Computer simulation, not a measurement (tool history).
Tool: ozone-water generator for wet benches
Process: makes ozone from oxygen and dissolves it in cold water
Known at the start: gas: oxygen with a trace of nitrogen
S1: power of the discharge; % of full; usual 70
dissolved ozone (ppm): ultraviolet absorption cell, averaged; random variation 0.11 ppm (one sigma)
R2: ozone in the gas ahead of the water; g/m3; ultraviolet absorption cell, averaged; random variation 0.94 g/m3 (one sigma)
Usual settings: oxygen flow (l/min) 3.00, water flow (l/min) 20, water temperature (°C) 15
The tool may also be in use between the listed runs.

{"run": 1, "hour": 0.0, "S1": 70, "oxygen flow (l/min)": 3.0, "water flow (l/min)": 20, "water temperature (°C)": 15, "dissolved ozone (ppm)": 9.4, "R2": 155.2}
{"run": 2, "hour": 30.7, "S1": 70, "oxygen flow (l/min)": 3.0, "water flow (l/min)": 20, "water temperature (°C)": 18, "dissolved ozone (ppm)": 9.2, "R2": 156.1}
{"run": 3, "hour": 59.5, "S1": 70, "oxygen flow (l/min)": 3.0, "water flow (l/min)": 20, "water temperature (°C)": 18, "dissolved ozone (ppm)": 9.0, "R2": 156.1}
{"run": 4, "hour": 123.0, "S1": 70, "oxygen flow (l/min)": 3.0, "water flow (l/min)": 25, "water temperature (°C)": 15, "dissolved ozone (ppm)": 7.0, "R2": 155.7}
{"run": 5, "hour": 179.5, "S1": 66, "oxygen flow (l/min)": 3.0, "water flow (l/min)": 20, "water temperature (°C)": 15, "dissolved ozone (ppm)": 8.9, "R2": 148.6}
{"run": 6, "hour": 219.3, "S1": 66, "oxygen flow (l/min)": 3.0, "water flow (l/min)": 20, "water temperature (°C)": 15, "dissolved ozone (ppm)": 9.2, "R2": 150.0}
{"run": 7, "hour": 269.5, "S1": 66, "oxygen flow (l/min)": 3.0, "water flow (l/min)": 20, "water temperature (°C)": 15, "dissolved ozone (ppm)": 9.1, "R2": 149.5}
{"run": 8, "hour": 301.7, "S1": 70, "oxygen flow (l/min)": 3.0, "water flow (l/min)": 20, "water temperature (°C)": 15, "dissolved ozone (ppm)": 9.4, "R2": 155.1}
{"run": 9, "hour": 333.9, "S1": 70, "oxygen flow (l/min)": 3.0, "water flow (l/min)": 20, "water temperature (°C)": 15, "dissolved ozone (ppm)": 9.5, "R2": 154.4}
{"hour": 342.0, "done": "contactor cleaned"}
{"run": 10, "hour": 379.1, "S1": 70, "oxygen flow (l/min)": 3.0, "water flow (l/min)": 20, "water temperature (°C)": 15, "dissolved ozone (ppm)": 9.2, "R2": 152.7}
{"run": 11, "hour": 439.3, "S1": 56, "oxygen flow (l/min)": 3.0, "water flow (l/min)": 20, "water temperature (°C)": 15, "dissolved ozone (ppm)": 8.1, "R2": 138.6}
{"run": 12, "hour": 505.6, "S1": 56, "oxygen flow (l/min)": 3.0, "water flow (l/min)": 20, "water temperature (°C)": 20, "dissolved ozone (ppm)": 7.8, "R2": 136.9}
{"run": 13, "hour": 546.4, "S1": 69, "oxygen flow (l/min)": 3.78, "water flow (l/min)": 16, "water temperature (°C)": 15, "dissolved ozone (ppm)": 12.3, "R2": 139.2}
{"run": 14, "hour": 579.0, "S1": 69, "oxygen flow (l/min)": 3.78, "water flow (l/min)": 16, "water temperature (°C)": 11, "dissolved ozone (ppm)": 13.0, "R2": 139.4}
{"run": 15, "hour": 617.4, "S1": 69, "oxygen flow (l/min)": 3.78, "water flow (l/min)": 16, "water temperature (°C)": 21, "dissolved ozone (ppm)": 11.4, "R2": 138.3}
{"run": 16, "hour": 666.6, "S1": 69, "oxygen flow (l/min)": 3.78, "water flow (l/min)": 16, "water temperature (°C)": 14, "dissolved ozone (ppm)": 12.3, "R2": 137.7}
{"hour": 685.4, "done": "contactor cleaned, once more"}
{"run": 17, "hour": 736.1, "S1": 50, "oxygen flow (l/min)": 3.78, "water flow (l/min)": 22, "water temperature (°C)": 14, "dissolved ozone (ppm)": 7.4, "R2": 115.6}
{"run": 18, "hour": 794.2, "S1": 62, "oxygen flow (l/min)": 3.0, "water flow (l/min)": 20, "water temperature (°C)": 14, "dissolved ozone (ppm)": 8.7, "R2": 143.9}
{"run": 19, "hour": 833.3, "S1": 70, "oxygen flow (l/min)": 2.75, "water flow (l/min)": 20, "water temperature (°C)": 15, "dissolved ozone (ppm)": 8.9, "R2": 159.1}
{"run": 20, "hour": 889.0, "S1": 70, "oxygen flow (l/min)": 2.75, "water flow (l/min)": 20, "water temperature (°C)": 15, "dissolved ozone (ppm)": 9.0, "R2": 157.7}
{"run": 21, "hour": 925.4, "S1": 70, "oxygen flow (l/min)": 1.98, "water flow (l/min)": 20, "water temperature (°C)": 18, "dissolved ozone (ppm)": 7.7, "R2": 180.8}
{"run": 22, "hour": 969.5, "S1": 70, "oxygen flow (l/min)": 1.98, "water flow (l/min)": 20, "water temperature (°C)": 18, "dissolved ozone (ppm)": 7.7, "R2": 178.6}
{"run": 23, "hour": 1026.8, "S1": 59, "oxygen flow (l/min)": 3.0, "water flow (l/min)": 20, "water temperature (°C)": 7, "dissolved ozone (ppm)": 8.9, "R2": 138.6}

5 ways to go on from here, each from the tool as it stands after run 23. What would each give?
{"run": "A", "hour": 1080.4, "S1": 42, "oxygen flow (l/min)": 1.54, "water flow (l/min)": 20, "water temperature (°C)": 12, "dissolved ozone (ppm)": "?", "R2": "?"}
{"run": "B", "hour": 1080.4, "S1": 50, "oxygen flow (l/min)": 3.0, "water flow (l/min)": 20, "water temperature (°C)": 15, "dissolved ozone (ppm)": "?", "R2": "?"}
{"run": "C", "hour": 1080.4, "S1": 59, "oxygen flow (l/min)": 3.0, "water flow (l/min)": 20, "water temperature (°C)": 9, "dissolved ozone (ppm)": "?", "R2": "?"}
{"run": "D", "hour": 1080.4, "S1": 54, "oxygen flow (l/min)": 1.58, "water flow (l/min)": 20, "water temperature (°C)": 13, "dissolved ozone (ppm)": "?", "R2": "?"}
{"run": "E", "hour": 1080.4, "S1": 70, "oxygen flow (l/min)": 2.28, "water flow (l/min)": 20, "water temperature (°C)": 8, "dissolved ozone (ppm)": "?", "R2": "?"}

run=A dissolved_ozone_(ppm)=5.6 R2=151.7
run=B dissolved_ozone_(ppm)=7.7 R2=126.6
run=C dissolved_ozone_(ppm)=8.8 R2=139.3
run=D dissolved_ozone_(ppm)=6.5 R2=170.7
run=E dissolved_ozone_(ppm)=8.9 R2=167.4
Without the tool's hidden state the same runs would have given:
run=A dissolved_ozone_(ppm)=5.9 R2=158.1
run=B dissolved_ozone_(ppm)=8.2 R2=132.7
run=C dissolved_ozone_(ppm)=9.4 R2=146.6
run=D dissolved_ozone_(ppm)=6.9 R2=179.2
run=E dissolved_ozone_(ppm)=9.5 R2=177.2
